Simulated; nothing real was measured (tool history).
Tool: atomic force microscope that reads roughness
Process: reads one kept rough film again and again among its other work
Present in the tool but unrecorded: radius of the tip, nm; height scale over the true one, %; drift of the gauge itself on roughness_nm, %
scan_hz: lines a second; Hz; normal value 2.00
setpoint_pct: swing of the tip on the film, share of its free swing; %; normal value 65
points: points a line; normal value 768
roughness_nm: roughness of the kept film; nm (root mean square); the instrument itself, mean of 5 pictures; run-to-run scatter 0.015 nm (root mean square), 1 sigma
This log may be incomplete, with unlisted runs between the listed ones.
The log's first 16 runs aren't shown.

| run | hour | scan_hz | setpoint_pct | points | pictures with this tip | hours of work since the height scale was calibrated | roughness_nm |
|---|---|---|---|---|---|---|---|
| 17 | 206.7 | 2.00 | 65 | 634 | 101 | 237 | 3.053 |
| 18 | 223.1 | 2.00 | 65 | 634 | 114 | 245 | 2.989 |
|  | 232.8 | new tip fitted |
| 19 | 238.5 | 2.00 | 65 | 634 | 5 | 252 | 3.650 |
| 20 | 255.3 | 2.00 | 65 | 634 | 18 | 260 | 3.553 |
| 21 | 263.8 | 2.00 | 65 | 628 | 24 | 264 | 3.509 |
| 22 | 279.5 | 0.68 | 65 | 830 | 37 | 271 | 3.531 |
| 23 | 287.5 | 0.68 | 65 | 830 | 43 | 275 | 3.517 |
| 24 | 297.9 | 0.68 | 65 | 830 | 51 | 280 | 3.427 |
| 25 | 315.1 | 2.00 | 79 | 815 | 65 | 288 | 3.125 |
| 26 | 325.1 | 2.00 | 79 | 815 | 72 | 293 | 3.059 |
| 27 | 335.4 | 0.62 | 84 | 281 | 80 | 297 | 3.141 |
| 28 | 345.6 | 0.62 | 84 | 281 | 88 | 302 | 3.057 |
| 29 | 359.4 | 0.68 | 70 | 768 | 99 | 309 | 3.118 |
| 30 | 369.2 | 0.55 | 83 | 768 | 107 | 313 | 3.042 |
| 31 | 377.8 | 1.19 | 68 | 612 | 113 | 317 | 3.011 |
| 32 | 385.9 | 1.02 | 80 | 612 | 120 | 321 | 2.927 |
|  | 387.4 | new tip fitted |
| 33 | 403.6 | 3.91 | 72 | 683 | 12 | 329 | 3.335 |

Predict each of these 3 candidate next runs independently; none follows another, all start after run 33:
| A | 420.2 | 1.46 | 72 | 794 | 25 | 337 | ? |
| B | 420.2 | 3.91 | 76 | 371 | 25 | 337 | ? |
| C | 420.2 | 3.91 | 87 | 683 | 25 | 337 | ? |

| run | roughness_nm |
|---|---|
| A | 3.474 |
| B | 3.138 |
| C | 2.889 |
Had the tool no hidden state, the same runs would have come out as:
| run | roughness_nm |
|---|---|
| A | 3.701 |
| B | 3.342 |
| C | 3.077 |

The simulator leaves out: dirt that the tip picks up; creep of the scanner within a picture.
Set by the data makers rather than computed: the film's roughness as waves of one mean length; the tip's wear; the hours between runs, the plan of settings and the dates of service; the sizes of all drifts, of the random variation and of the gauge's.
